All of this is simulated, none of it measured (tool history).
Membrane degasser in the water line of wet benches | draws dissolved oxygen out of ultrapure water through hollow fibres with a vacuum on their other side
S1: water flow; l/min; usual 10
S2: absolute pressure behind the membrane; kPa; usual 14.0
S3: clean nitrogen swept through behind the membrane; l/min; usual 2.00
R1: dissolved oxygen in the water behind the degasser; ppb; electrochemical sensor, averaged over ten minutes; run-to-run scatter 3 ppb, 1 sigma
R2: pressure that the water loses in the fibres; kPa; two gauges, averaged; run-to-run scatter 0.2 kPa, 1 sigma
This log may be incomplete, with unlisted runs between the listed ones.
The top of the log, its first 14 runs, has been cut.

run	hour	S1	S2	S3	R1	R2
15	2190.4	8	14.0	3.02	201.2	37.27
16	2332.3	10	14.0	2.00	312.3	46.10
17	2485.5	9	16.4	2.29	281.7	41.91
18	2643.9	9	16.4	2.29	287.6	42.08
19	2859.6	9	8.5	0.83	293.6	41.98
20	2992.6	10	27.5	4.92	310.2	46.60
21	3218.7	15	14.0	2.00	507.0	69.86
22	3439.5	15	14.0	2.00	512.8	70.11
23	3649.5	12	34.4	2.00	667.7	56.01
24	3772.8	9	14.9	1.90	298.3	42.54
25	3886.6	9	14.9	1.90	301.9	42.41
26	4068.4	9	14.9	1.90	307.4	42.55
27	4180.4	7	14.9	2.04	211.1	33.02
28	4359.0	9	9.2	0.83	319.9	42.20
29	4534.7	9	9.2	0.83	324.5	42.38
30	4693.1	12	9.2	0.83	452.9	56.97
31	4847.7	7	13.6	1.58	235.9	33.19
32	4964.9	13	13.6	4.78	355.9	61.49

Predict each of these 4 candidate next runs independently; none follows another, all start after run 32:
A	5104.6	13	17.3	1.62	?	?
B	5104.6	11	14.0	0.91	?	?
C	5104.6	9	14.0	2.00	?	?
D	5104.6	10	33.5	2.00	?	?

run	R1	R2
A	545.8	61.65
B	530.1	52.11
C	289.8	42.67
D	565.6	47.22
Without the tool's unlogged condition, the same runs would have read:
run	R1	R2
A	496.5	59.08
B	483.7	49.93
C	255.5	40.88
D	515.5	45.23
